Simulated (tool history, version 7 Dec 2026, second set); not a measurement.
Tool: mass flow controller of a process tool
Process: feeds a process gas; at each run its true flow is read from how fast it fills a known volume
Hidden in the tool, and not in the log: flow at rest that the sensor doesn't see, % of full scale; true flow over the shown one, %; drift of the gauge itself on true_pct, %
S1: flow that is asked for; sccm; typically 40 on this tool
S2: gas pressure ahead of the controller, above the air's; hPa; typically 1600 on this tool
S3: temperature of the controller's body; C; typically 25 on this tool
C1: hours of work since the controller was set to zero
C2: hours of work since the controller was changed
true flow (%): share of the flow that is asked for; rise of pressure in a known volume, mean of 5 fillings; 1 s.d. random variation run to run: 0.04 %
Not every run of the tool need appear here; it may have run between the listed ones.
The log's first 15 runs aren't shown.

run 16 hour=2790.6 | S1=40 S2=1600 S3=27 | C1=7440 C2=7440 | true_flow_(%)=100.06
-- hour=2999.9 gauge calibrated
run 17 hour=3006.0 | S1=9 S2=1980 S3=33 | C1=7584 C2=7584 | true_flow_(%)=96.72
run 18 hour=3189.4 | S1=33 S2=1410 S3=22 | C1=7708 C2=7708 | true_flow_(%)=99.28
run 19 hour=3433.5 | S1=33 S2=1410 S3=23 | C1=7872 C2=7872 | true_flow_(%)=99.21
run 20 hour=3580.2 | S1=33 S2=1410 S3=23 | C1=7970 C2=7970 | true_flow_(%)=99.25
run 21 hour=3769.6 | S1=39 S2=1640 S3=28 | C1=8098 C2=8098 | true_flow_(%)=99.24
run 22 hour=4011.5 | S1=11 S2=1990 S3=25 | C1=8260 C2=8260 | true_flow_(%)=98.07
run 23 hour=4206.0 | S1=11 S2=1990 S3=25 | C1=8391 C2=8391 | true_flow_(%)=98.12
-- hour=4244.1 controller's zero set anew
run 24 hour=4412.2 | S1=11 S2=1990 S3=25 | C1=113 C2=8529 | true_flow_(%)=98.28
run 25 hour=4626.4 | S1=11 S2=1990 S3=25 | C1=257 C2=8673 | true_flow_(%)=98.29
run 26 hour=4827.9 | S1=11 S2=1990 S3=25 | C1=392 C2=8809 | true_flow_(%)=98.34
run 27 hour=5084.5 | S1=11 S2=1990 S3=25 | C1=565 C2=8981 | true_flow_(%)=98.55
run 28 hour=5326.0 | S1=11 S2=1990 S3=25 | C1=727 C2=9144 | true_flow_(%)=98.47
run 29 hour=5478.5 | S1=26 S2=2030 S3=25 | C1=830 C2=9246 | true_flow_(%)=99.49
run 30 hour=5697.1 | S1=26 S2=2030 S3=25 | C1=977 C2=9393 | true_flow_(%)=99.54
run 31 hour=5830.2 | S1=26 S2=2030 S3=25 | C1=1066 C2=9483 | true_flow_(%)=99.60

5 ways to go on from here, each from the tool as it stands after run 31. What would each give?
-- hour=6050.8 controller exchanged for a calibrated one
run A hour=6078.9 | S1=16 S2=1520 S3=30 | C1=19 C2=19 | true_flow_(%)=?
-- hour=6050.8 controller exchanged for a calibrated one
run B hour=6078.9 | S1=34 S2=1760 S3=37 | C1=19 C2=19 | true_flow_(%)=?
-- hour=6050.8 controller exchanged for a calibrated one
run C hour=6078.9 | S1=44 S2=2030 S3=36 | C1=19 C2=19 | true_flow_(%)=?
-- hour=6050.8 controller exchanged for a calibrated one
run D hour=6078.9 | S1=16 S2=1840 S3=25 | C1=19 C2=19 | true_flow_(%)=?
-- hour=6050.8 controller exchanged for a calibrated one
run E hour=6078.9 | S1=7 S2=2680 S3=35 | C1=19 C2=19 | true_flow_(%)=?

run=A true_flow_(%)=98.29
run=B true_flow_(%)=98.66
run=C true_flow_(%)=99.48
run=D true_flow_(%)=99.04
run=E true_flow_(%)=97.60
Had the tool no hidden state, the same runs would have come out as:
run=A true_flow_(%)=97.25
run=B true_flow_(%)=97.61
run=C true_flow_(%)=98.42
run=D true_flow_(%)=97.98
run=E true_flow_(%)=96.57

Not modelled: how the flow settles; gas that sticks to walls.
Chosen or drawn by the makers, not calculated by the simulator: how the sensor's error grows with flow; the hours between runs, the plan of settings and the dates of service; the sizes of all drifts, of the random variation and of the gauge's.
